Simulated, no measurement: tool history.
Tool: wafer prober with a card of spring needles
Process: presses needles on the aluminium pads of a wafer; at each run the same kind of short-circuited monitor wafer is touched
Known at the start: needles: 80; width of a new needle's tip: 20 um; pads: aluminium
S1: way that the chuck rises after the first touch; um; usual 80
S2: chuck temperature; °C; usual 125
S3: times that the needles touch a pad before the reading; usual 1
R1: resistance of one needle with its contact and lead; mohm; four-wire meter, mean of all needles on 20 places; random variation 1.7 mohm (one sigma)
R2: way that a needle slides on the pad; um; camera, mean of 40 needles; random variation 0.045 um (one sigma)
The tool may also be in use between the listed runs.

Run 1, day 0.000: usual settings. Result: R1 230 mohm, R2 17.23 um.
At day 0.254: tips cleaned on abrasive film.
At day 0.600: tips cleaned on abrasive film.
At day 0.942: tips cleaned on abrasive film.
Run 2, day 0.971: usual settings. Result: R1 192 mohm, R2 17.17 um.
At day 1.317: tips cleaned on abrasive film.
At day 1.658: tips cleaned on abrasive film.
At day 2.083: tips cleaned on abrasive film.
Run 3, day 2.300: usual settings. Result: R1 238 mohm, R2 17.11 um.
At day 2.475: tips cleaned on abrasive film.
At day 2.817: tips cleaned on abrasive film.
At day 3.158: tips cleaned on abrasive film.
At day 3.504: tips cleaned on abrasive film.
Run 4, day 3.592: usual settings but S1 75 um. Result: R1 216 mohm, R2 16.01 um.
At day 3.850: tips cleaned on abrasive film.
At day 4.192: tips cleaned on abrasive film.
Run 5, day 4.462: usual settings but S1 75 um. Result: R1 261 mohm, R2 15.94 um.
At day 4.550: tips cleaned on abrasive film.
At day 4.892: tips cleaned on abrasive film.
At day 5.238: tips cleaned on abrasive film.
Run 6, day 5.471: usual settings but S1 75 um. Result: R1 255 mohm, R2 15.92 um.
At day 5.646: tips cleaned on abrasive film.
At day 5.992: tips cleaned on abrasive film.
At day 6.417: tips cleaned on abrasive film.
Run 7, day 6.479: usual settings but S1 75 um. Result: R1 208 mohm, R2 15.85 um.
At day 6.825: tips cleaned on abrasive film.
At day 7.250: tips cleaned on abrasive film.
At day 7.679: tips cleaned on abrasive film.
At day 8.025: tips cleaned on abrasive film.
Run 8, day 8.025: usual settings but S1 75 um. Result: R1 185 mohm, R2 15.72 um.
At day 8.446: tips cleaned on abrasive film.
At day 8.871: tips cleaned on abrasive film.
At day 9.217: tips cleaned on abrasive film.
At day 9.558: tips cleaned on abrasive film.
Run 9, day 9.896: usual settings but S1 75 um. Result: R1 271 mohm, R2 15.73 um.
At day 9.983: tips cleaned on abrasive film.
At day 10.412: tips cleaned on abrasive film.
At day 10.842: tips cleaned on abrasive film.
At day 11.267: tips cleaned on abrasive film.
At day 11.683: tips cleaned on abrasive film.
Run 10, day 11.683: usual settings but S3 2. Result: R1 181 mohm, R2 16.62 um.
At day 11.862: height of the first contact set anew.
At day 12.121: tips cleaned on abrasive film.
At day 12.462: tips cleaned on abrasive film.
At day 12.808: tips cleaned on abrasive film.
Run 11, day 12.908: usual settings but S3 2. Result: R1 203 mohm, R2 17.38 um.
At day 13.167: tips cleaned on abrasive film.
At day 13.508: tips cleaned on abrasive film.
At day 13.933: tips cleaned on abrasive film.
Run 12, day 14.125: usual settings but S3 2. Result: R1 220 mohm, R2 17.34 um.
At day 14.300: tips cleaned on abrasive film.
At day 14.642: tips cleaned on abrasive film.
At day 14.988: tips cleaned on abrasive film.
At day 15.412: tips cleaned on abrasive film.
Run 13, day 15.500: usual settings but S3 2. Result: R1 196 mohm, R2 17.17 um.
At day 15.758: tips cleaned on abrasive film.
At day 16.100: tips cleaned on abrasive film.
Run 14, day 16.317: usual settings but S3 2. Result: R1 215 mohm, R2 17.17 um.
At day 16.492: tips cleaned on abrasive film.
At day 16.833: tips cleaned on abrasive film.
At day 17.262: tips cleaned on abrasive film.
At day 17.683: tips cleaned on abrasive film.
At day 18.029: tips cleaned on abrasive film.
Run 15, day 18.146: usual settings but S2 38 °C, S3 3. Result: R1 177 mohm, R2 17.10 um.
At day 18.404: tips cleaned on abrasive film.
At day 18.746: tips cleaned on abrasive film.
Run 16, day 19.062: usual settings but S1 66 um, S2 79 °C. Result: R1 299 mohm, R2 14.04 um.
At day 19.150: tips cleaned on abrasive film.
At day 19.571: tips cleaned on abrasive film.
At day 19.917: tips cleaned on abrasive film.
Run 17, day 20.046: usual settings but S1 66 um, S2 72 °C, S3 3. Result: R1 198 mohm, R2 13.93 um.
At day 20.304: tips cleaned on abrasive film.
At day 20.729: tips cleaned on abrasive film.
At day 21.075: tips cleaned on abrasive film.
At day 21.500: tips cleaned on abrasive film.
Run 18, day 21.696: usual settings but S1 71 um, S2 72 °C, S3 3. Result: R1 203 mohm, R2 15.02 um.
At day 21.867: tips cleaned on abrasive film.
At day 22.212: tips cleaned on abrasive film.
At day 22.554: tips cleaned on abrasive film.
Run 19, day 22.754: usual settings but S1 98 um, S2 70 °C. Result: R1 213 mohm, R2 20.79 um.
At day 22.929: tips cleaned on abrasive film.
At day 23.350: tips cleaned on abrasive film.
At day 23.779: tips cleaned on abrasive film.
At day 24.121: tips cleaned on abrasive film.
Run 20, day 24.288: usual settings but S1 98 um, S2 70 °C. Result: R1 207 mohm, R2 20.76 um.
At day 24.546: tips cleaned on abrasive film.
At day 24.892: tips cleaned on abrasive film.
Run 21, day 25.188: usual settings but S1 98 um, S2 70 °C. Result: R1 235 mohm, R2 20.79 um.
At day 25.279: tips cleaned on abrasive film.
At day 25.621: tips cleaned on abrasive film.
At day 25.962: tips cleaned on abrasive film.
At day 26.308: tips cleaned on abrasive film.
Run 22, day 26.500: usual settings but S2 45 °C, S3 2. Result: R1 213 mohm, R2 16.70 um.

The next listed run, before its measurement:
At day 26.675: tips cleaned on abrasive film.
At day 27.100: tips cleaned on abrasive film.
At day 27.442: tips cleaned on abrasive film.
At day 27.783: tips cleaned on abrasive film.
At day 27.796: height of the first contact set anew.
Run 23, day 27.900: usual settings but S1 92 um, S3 2. Result: R1 ?, R2 ?.

{"run 23": {"R1": 198, "R2": 20.06}}
Without the tool's hidden state the same run would have given R1 172 mohm, R2 20.06 um.
